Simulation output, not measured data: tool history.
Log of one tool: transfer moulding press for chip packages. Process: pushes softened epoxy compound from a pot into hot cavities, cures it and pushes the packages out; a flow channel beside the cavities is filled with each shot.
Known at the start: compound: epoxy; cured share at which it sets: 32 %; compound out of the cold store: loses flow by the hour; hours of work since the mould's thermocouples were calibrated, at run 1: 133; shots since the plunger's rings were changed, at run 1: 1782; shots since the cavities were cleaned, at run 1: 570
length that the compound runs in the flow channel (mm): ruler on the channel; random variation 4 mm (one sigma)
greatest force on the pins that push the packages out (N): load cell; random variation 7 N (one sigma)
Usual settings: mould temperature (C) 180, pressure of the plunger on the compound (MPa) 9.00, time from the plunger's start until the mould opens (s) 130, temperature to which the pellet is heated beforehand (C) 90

run	hour	mould temperature (C)	pressure of the plunger on the compound (MPa)	time from the plunger's start until the mould opens (s)	temperature to which the pellet is heated beforehand (C)	hours of work since the mould's thermocouples were calibrated	shots since the plunger's rings were changed	shots since the cavities were cleaned	incoming compound's hours out of the cold store	length that the compound runs in the flow channel (mm)	greatest force on the pins that push the packages out (N)
1	0.0	180	9.00	130	90	133	1782	570	41.7	799	495
2	15.6	180	9.00	130	90	142	1918	706	26.3	845	560
3	34.4	180	9.00	130	90	152	2084	872	18.7	870	582
4	44.2	180	9.00	130	90	158	2170	958	46.1	775	572
5	54.8	180	9.00	130	90	164	2263	1051	25.5	845	588
# hour 68.7: cavities cleaned with cleaning compound and waxed
6	74.6	180	9.00	130	90	174	2423	52	8.6	911	344
7	86.7	180	9.00	130	90	181	2530	159	11.3	879	395
8	103.8	180	9.00	130	90	190	2680	309	42.8	773	446
9	114.2	180	9.00	130	90	196	2771	400	17.4	863	463
10	128.0	180	9.00	130	90	204	2892	521	36.9	797	493
11	146.4	180	9.00	130	90	214	3054	683	23.5	834	543
12	164.8	180	9.00	130	90	225	3216	845	45.3	760	559
13	179.8	180	9.00	130	90	233	3348	977	8.5	884	589
14	192.7	180	7.35	130	90	240	3460	1089	17.4	766	601
# hour 202.2: cavities cleaned with cleaning compound and waxed
15	205.4	180	6.95	130	90	247	3559	28	44.1	667	299
16	216.8	180	6.95	135	83	253	3659	128	44.9	668	349
# hour 223.6: plunger's sealing rings changed
17	229.0	179	6.86	169	90	259	47	213	37.4	730	343
18	237.2	179	9.28	149	84	263	120	286	21.6	906	407
19	247.2	179	9.28	149	84	269	207	373	28.1	883	422
20	261.5	180	8.70	134	97	277	333	499	14.7	898	510
# hour 265.3: mould's thermocouples calibrated
21	278.6	180	8.17	130	97	7	465	631	47.3	757	504
22	297.0	180	8.17	130	97	18	627	793	20.0	847	564
23	305.7	182	8.00	130	90	23	703	869	12.9	856	552
24	322.7	185	10.41	139	93	32	852	1018	14.3	949	490
# hour 334.2: mould's thermocouples calibrated, once more
25	339.5	181	7.24	139	93	3	982	1148	24.7	774	537
# hour 342.4: cavities cleaned with cleaning compound and waxed
26	350.9	180	10.28	130	85	9	1069	74	10.1	981	347
27	362.2	180	6.93	130	99	15	1169	174	22.5	762	397
28	371.8	180	6.93	130	99	20	1253	258	42.8	701	429

Forecast each of these 4 alternatives for the next run:
A	382.7	180	9.61	160	90	26	1348	353	41.5	?	?
B	382.7	180	6.93	135	99	26	1348	353	45.1	?	?
C	382.7	181	6.93	112	99	26	1348	353	22.7	?	?
D	382.7	180	8.70	130	90	26	1348	353	41.7	?	?

run	length that the compound runs in the flow channel (mm)	greatest force on the pins that push the packages out (N)
A	834	400
B	694	430
C	766	538
D	794	452
Without the tool's hidden state the same runs would have given:
run	length that the compound runs in the flow channel (mm)	greatest force on the pins that push the packages out (N)
A	853	253
B	710	274
C	783	338
D	812	283
